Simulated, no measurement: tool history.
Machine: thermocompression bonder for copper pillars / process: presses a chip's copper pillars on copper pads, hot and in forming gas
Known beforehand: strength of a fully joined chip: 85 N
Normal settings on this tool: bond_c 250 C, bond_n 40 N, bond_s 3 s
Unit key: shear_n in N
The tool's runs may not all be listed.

run,hour,bond_c,bond_n,bond_s,shear_n
1,0,250,40,3,36.8
2,22.5,250,40,3,36.5
3,35.1,250,40,3,36.8
4,56,250,40,3,36.2
5,83.3,250,40,3,36.4
6,106.9,250,40,3,36.2
7,135.5,250,40,6,47.2
8,154.4,250,40,4,40.7
9,184.3,250,40,4,40
10,204.2,250,40,4,40.2
11,217.5,250,40,3,36.7
12,243.5,258,40,3,40
13,265,258,40,3,40.3
14,286.8,258,40,3,40.1
15,313.1,250,40,3,37
16,333.4,250,40,3,36.4
17,354.8,250,40,3,37
18,373.1,250,40,3,36.8
19,389.5,266,39,3,42.6
20,408.1,250,49,3,42.4
21,425.8,250,49,3,43.2
# hour 447.6: forming gas filter changed
22,456.1,268,24,4,32.9
23,479.7,267,40,3,43.8
24,492.9,265,29,3,32.7
25,518.5,250,53,4,50.4
26,543.5,250,53,4,49.7
27,568.6,248,40,3,36.5
28,594.6,250,26,6,33.2
29,609.2,250,26,6,33.5
30,636.8,250,26,6,33.9
31,661.3,250,44,6,49.5
32,684.5,225,25,3,17.4
33,700.4,270,25,6,40.6
34,721.5,250,36,3,33.5
35,737.5,250,36,3,33.3
36,752.5,244,55,2,38.2

4 ways to go on from here, each from the tool as it stands after run 36. What would each give?
A,774.5,250,51,3,?
B,774.5,244,44,5,?
C,774.5,239,53,3,?
D,774.5,278,46,4,?

run,shear_n
A,44.4
B,44.9
C,40.6
D,57
Without the tool's hidden state the same runs would have given:
run,shear_n
A,44.4
B,44.9
C,40.6
D,57

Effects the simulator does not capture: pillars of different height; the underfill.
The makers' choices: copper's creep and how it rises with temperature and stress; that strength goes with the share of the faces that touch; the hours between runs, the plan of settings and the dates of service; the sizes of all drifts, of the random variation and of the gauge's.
